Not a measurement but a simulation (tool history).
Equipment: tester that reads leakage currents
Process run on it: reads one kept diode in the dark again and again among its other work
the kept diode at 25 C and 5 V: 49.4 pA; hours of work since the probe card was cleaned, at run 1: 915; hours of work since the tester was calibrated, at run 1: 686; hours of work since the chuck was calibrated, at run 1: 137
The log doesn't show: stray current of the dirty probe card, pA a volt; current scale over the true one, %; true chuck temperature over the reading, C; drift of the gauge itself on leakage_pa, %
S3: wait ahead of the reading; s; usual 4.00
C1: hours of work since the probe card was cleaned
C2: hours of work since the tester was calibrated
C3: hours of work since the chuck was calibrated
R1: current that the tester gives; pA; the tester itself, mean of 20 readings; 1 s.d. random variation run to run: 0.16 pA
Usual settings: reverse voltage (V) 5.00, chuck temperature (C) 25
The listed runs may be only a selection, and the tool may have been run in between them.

Run 1, hour 0.0: usual settings; C1 915; C2 686; C3 137. Result: R1 50.06 pA.
Run 2, hour 18.0: usual settings but chuck temperature (C) 23; C1 927; C2 697; C3 148. Result: R1 41.12 pA.
Run 3, hour 38.3: usual settings but chuck temperature (C) 23; C1 939; C2 710; C3 160. Result: R1 41.16 pA.
Run 4, hour 63.0: usual settings but chuck temperature (C) 23; C1 954; C2 725; C3 176. Result: R1 41.29 pA.
Run 5, hour 86.3: usual settings but chuck temperature (C) 23; C1 969; C2 739; C3 190. Result: R1 40.95 pA.
Run 6, hour 119.1: usual settings but chuck temperature (C) 35; C1 989; C2 760; C3 210. Result: R1 123.15 pA.
Run 7, hour 152.9: usual settings; C1 1010; C2 781; C3 231. Result: R1 50.05 pA.
Run 8, hour 172.6: usual settings; C1 1022; C2 793; C3 244. Result: R1 49.40 pA.
Run 9, hour 196.9: usual settings; C1 1037; C2 808; C3 259. Result: R1 49.49 pA.
Run 10, hour 220.1: usual settings; C1 1052; C2 822; C3 273. Result: R1 49.91 pA.
Run 11, hour 243.7: usual settings; C1 1066; C2 837; C3 288. Result: R1 49.70 pA.
Run 12, hour 260.3: usual settings but S3 9.15 s; C1 1076; C2 847; C3 298. Result: R1 49.52 pA.
Run 13, hour 281.4: usual settings but S3 9.15 s; C1 1089; C2 860; C3 311. Result: R1 49.29 pA.
Run 14, hour 312.8: usual settings but reverse voltage (V) 2.10, chuck temperature (C) 33, S3 4.71 s; C1 1109; C2 880; C3 330. Result: R1 70.96 pA.
Run 15, hour 350.2: usual settings but reverse voltage (V) 2.10, chuck temperature (C) 32, S3 4.71 s; C1 1132; C2 903; C3 353. Result: R1 65.54 pA.
Run 16, hour 370.7: usual settings but reverse voltage (V) 2.10, chuck temperature (C) 32, S3 4.71 s; C1 1145; C2 915; C3 366. Result: R1 65.89 pA.
Run 17, hour 396.9: usual settings but reverse voltage (V) 2.10, chuck temperature (C) 32, S3 4.71 s; C1 1161; C2 932; C3 382. Result: R1 65.46 pA.
Run 18, hour 423.1: usual settings but reverse voltage (V) 7.39, chuck temperature (C) 45, S3 2.12 s; C1 1177; C2 948; C3 399. Result: R1 340.35 pA.
Run 19, hour 439.8: usual settings but reverse voltage (V) 5.43, chuck temperature (C) 29; C1 1187; C2 958; C3 409. Result: R1 74.12 pA.
Run 20, hour 466.4: usual settings but reverse voltage (V) 5.12, chuck temperature (C) 31, S3 4.74 s; C1 1204; C2 975; C3 425. Result: R1 87.12 pA.

Consider 4 possible next runs. They are alternatives, not a sequence: every one starts from the tool as it was left by run 20. What does each give?
Run A, hour 499.8: usual settings but reverse voltage (V) 1.31, chuck temperature (C) 23; C1 1225; C2 995; C3 446. Result: R1 ?.
Run B, hour 499.8: usual settings but reverse voltage (V) 3.24, chuck temperature (C) 31, S3 0.52 s; C1 1225; C2 995; C3 446. Result: R1 ?.
Run C, hour 499.8: usual settings but reverse voltage (V) 1.82, chuck temperature (C) 31, S3 0.55 s; C1 1225; C2 995; C3 446. Result: R1 ?.
Run D, hour 499.8: usual settings but reverse voltage (V) 10.73, S3 0.32 s; C1 1225; C2 995; C3 446. Result: R1 ?.

run     R1
  A  23.32
  B  72.69
  C  56.56
  D  74.04
The same runs, with their run-to-run variation unchanged, on a tool lacking any hidden condition would have given:
run     R1
  A  23.33
  B  72.71
  C  56.59
  D  74.03
